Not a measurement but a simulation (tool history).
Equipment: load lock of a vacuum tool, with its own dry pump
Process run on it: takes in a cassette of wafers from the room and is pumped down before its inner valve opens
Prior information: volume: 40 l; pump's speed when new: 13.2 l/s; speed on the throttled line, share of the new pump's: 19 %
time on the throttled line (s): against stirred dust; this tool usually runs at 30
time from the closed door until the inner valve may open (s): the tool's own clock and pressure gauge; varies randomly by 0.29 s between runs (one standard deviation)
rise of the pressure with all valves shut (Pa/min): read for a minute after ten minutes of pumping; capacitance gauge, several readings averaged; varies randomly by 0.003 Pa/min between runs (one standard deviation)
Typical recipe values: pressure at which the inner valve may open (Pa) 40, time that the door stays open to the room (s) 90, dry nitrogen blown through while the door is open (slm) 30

run    hour  time on the throttled line (s)  pressure at which the inner valve may open (Pa)  time that the door stays open to the room (s)  dry nitrogen blown through while the door is open (slm)  incoming humidity of the room's air, %  time from the closed door until the inner valve may open (s)  rise of the pressure with all valves shut (Pa/min)
  1       0                              30                                               40                                             90                                                       30                                    45.7                                                          49.3                                               0.057
  2   132.5                              30                                               40                                             90                                                       30                                    47.6                                                          49.7                                               0.065
  3   247.8                              30                                               40                                             90                                                       30                                    46.7                                                          50.1                                               0.063
  4     418                              30                                               40                                             90                                                        6                                    44.5                                                          49.5                                               0.091
  5     541                              30                                               40                                             74                                                       30                                      44                                                            50                                               0.069
  6   673.8                              30                                               40                                             74                                                       30                                    46.1                                                          49.5                                               0.069
  7   804.5                              30                                               40                                             74                                                       30                                    45.6                                                          50.5                                               0.071
  8   975.9                              30                                               40                                             74                                                       30                                    43.7                                                          49.8                                               0.071
  9  1127.2                              30                                               40                                             90                                                       30                                    47.7                                                          50.1                                               0.087
 10  1245.5                              30                                               76                                             90                                                       30                                    42.2                                                          47.8                                                0.09
 11  1352.9                              30                                               76                                             90                                                       30                                    44.6                                                          47.9                                               0.092
 12  1469.8                              30                                               40                                            122                                                       30                                    44.6                                                          50.3                                               0.093
 13  1616.1                              30                                               40                                             90                                                       30                                    43.9                                                          49.7                                                0.09
 14  1750.4                              30                                               40                                            114                                                       30                                    42.3                                                          50.2                                               0.104
 15  1847.9                              30                                               32                                             90                                                       30                                    47.5                                                          51.2                                               0.108
 16  1940.3                              30                                               32                                             90                                                       30                                    45.1                                                          51.8                                               0.101
 17  2034.8                              30                                               32                                             90                                                       30                                    44.1                                                          51.2                                               0.112
 18  2118.6                              30                                               50                                             90                                                       30                                    44.2                                                            50                                               0.111
 19  2190.9                              23                                               39                                             72                                                       36                                    42.8                                                          45.6                                               0.112
 20  2279.3                              23                                               39                                             72                                                       36                                    48.7                                                          45.2                                               0.114
 21  2373.7                              23                                               39                                             72                                                       36                                    47.3                                                          45.2                                               0.123
 22  2472.2                              30                                               40                                             90                                                       14                                    42.1                                                          50.6                                               0.138
 23  2637.9                              30                                               40                                             90                                                       14                                      42                                                          51.2                                               0.148
 24  2794.5                              30                                               40                                             90                                                       14                                    48.7                                                          50.8                                               0.158
 25  2908.3                              30                                               40                                             90                                                       14                                    42.5                                                          51.1                                               0.152
 26  3071.4                              29                                               31                                            210                                                       12                                    45.3                                                          50.7                                               0.181
 27  3198.3                              30                                               40                                             72                                                       30                                    45.9                                                          50.9                                               0.156
 28  3332.7                              52                                               51                                             94                                                        6                                    40.7                                                          66.8                                               0.187

Here are 5 independent what-if runs from the current tool condition. What would each one return?
  A  3445.7                              52                                               71                                             51                                                        5                                    43.1                                                             ?                                                   ?
  B  3445.7                              23                                               51                                             94                                                        6                                    45.2                                                             ?                                                   ?
  C  3445.7                              52                                               56                                             94                                                        6                                    44.2                                                             ?                                                   ?
  D  3445.7                              18                                               40                                            183                                                       30                                    44.7                                                             ?                                                   ?
  E  3445.7                              52                                               51                                            113                                                        6                                      44                                                             ?                                                   ?

run  time from the closed door until the inner valve may open (s)  rise of the pressure with all valves shut (Pa/min)
  A                                                          65.7                                               0.183
  B                                                          45.3                                               0.195
  C                                                          67.1                                               0.197
  D                                                          42.2                                               0.171
  E                                                          67.3                                               0.203
Take away the tool's hidden state, keep each run's random variation, and the runs would have read:
run  time from the closed door until the inner valve may open (s)  rise of the pressure with all valves shut (Pa/min)
  A                                                          63.7                                               0.054
  B                                                            42                                               0.067
  C                                                          64.9                                               0.069
  D                                                          38.8                                               0.043
  E                                                          65.1                                               0.072

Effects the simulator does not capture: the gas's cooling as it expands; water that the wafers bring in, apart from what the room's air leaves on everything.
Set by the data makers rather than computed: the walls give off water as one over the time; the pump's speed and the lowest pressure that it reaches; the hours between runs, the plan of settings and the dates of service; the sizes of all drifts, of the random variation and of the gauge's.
